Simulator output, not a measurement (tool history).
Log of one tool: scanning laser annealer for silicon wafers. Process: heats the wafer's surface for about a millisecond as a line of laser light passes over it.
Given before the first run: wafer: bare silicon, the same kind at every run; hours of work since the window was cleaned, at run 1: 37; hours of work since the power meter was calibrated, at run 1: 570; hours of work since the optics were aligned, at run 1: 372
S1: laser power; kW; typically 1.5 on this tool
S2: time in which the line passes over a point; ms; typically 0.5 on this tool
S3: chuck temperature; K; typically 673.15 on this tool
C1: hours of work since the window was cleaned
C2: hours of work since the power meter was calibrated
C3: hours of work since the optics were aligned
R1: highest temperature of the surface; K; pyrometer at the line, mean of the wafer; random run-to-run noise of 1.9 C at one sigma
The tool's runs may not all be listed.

run	hour	S1	S2	S3	C1	C2	C3	R1
1	0	1.5	0.5	673.15	37	570	372	1489.15
2	35	1.5	0.5	673.15	51	584	386	1483.15
3	85.1	1.5	0.5	673.15	72	605	407	1487.15
4	122	1.5	0.5	646.15	87	620	422	1456.15
5	163.1	1.5	0.5	646.15	104	637	439	1454.15
6	184.9	1.5	0.5	646.15	114	646	449	1456.15
7	230.5	1.5	0.355	673.15	132	665	467	1361.15
8	261.4	1.5	0.5	673.15	145	678	480	1480.15
9	292.1	1.5	0.5	673.15	158	691	493	1474.15
10	316.4	1.5	0.5	673.15	168	701	503	1475.15
11	357.8	1.5	0.5	658.15	185	718	520	1462.15
# hour 363.8: window over the wafer cleaned
12	388.4	1.647	0.5	711.15	10	730	532	1583.15
13	412.6	1.647	0.614	711.15	20	740	542	1672.15
14	460.6	1.304	0.414	673.15	40	760	562	1308.15
# hour 492.4: window over the wafer cleaned, once more
15	494.5	1.304	0.414	673.15	1	773	575	1326.15
16	528.4	1.314	0.38	673.15	15	787	589	1299.15
17	554.5	1.314	0.38	673.15	26	798	600	1303.15
18	593.1	1.314	0.396	703.15	42	814	616	1345.15
19	638.6	1.495	0.372	665.15	61	833	635	1371.15
20	668.5	1.568	0.372	674.15	73	845	647	1411.15
21	697.8	1.568	0.372	674.15	85	858	660	1407.15

Branching from run 21: 4 alternative next runs. What would each branch give?
A	720.2	1.564	0.365	673.15	94	867	669	?
B	720.2	1.473	0.5	673.15	94	867	669	?
C	720.2	1.449	0.5	673.15	94	867	669	?
D	720.2	1.568	0.372	635.15	94	867	669	?

run	R1
A	1397.15
B	1467.15
C	1456.15
D	1371.15
Take away the tool's hidden state, keep each run's random variation, and the runs would have read:
run	R1
A	1407.15
B	1477.15
C	1466.15
D	1380.15

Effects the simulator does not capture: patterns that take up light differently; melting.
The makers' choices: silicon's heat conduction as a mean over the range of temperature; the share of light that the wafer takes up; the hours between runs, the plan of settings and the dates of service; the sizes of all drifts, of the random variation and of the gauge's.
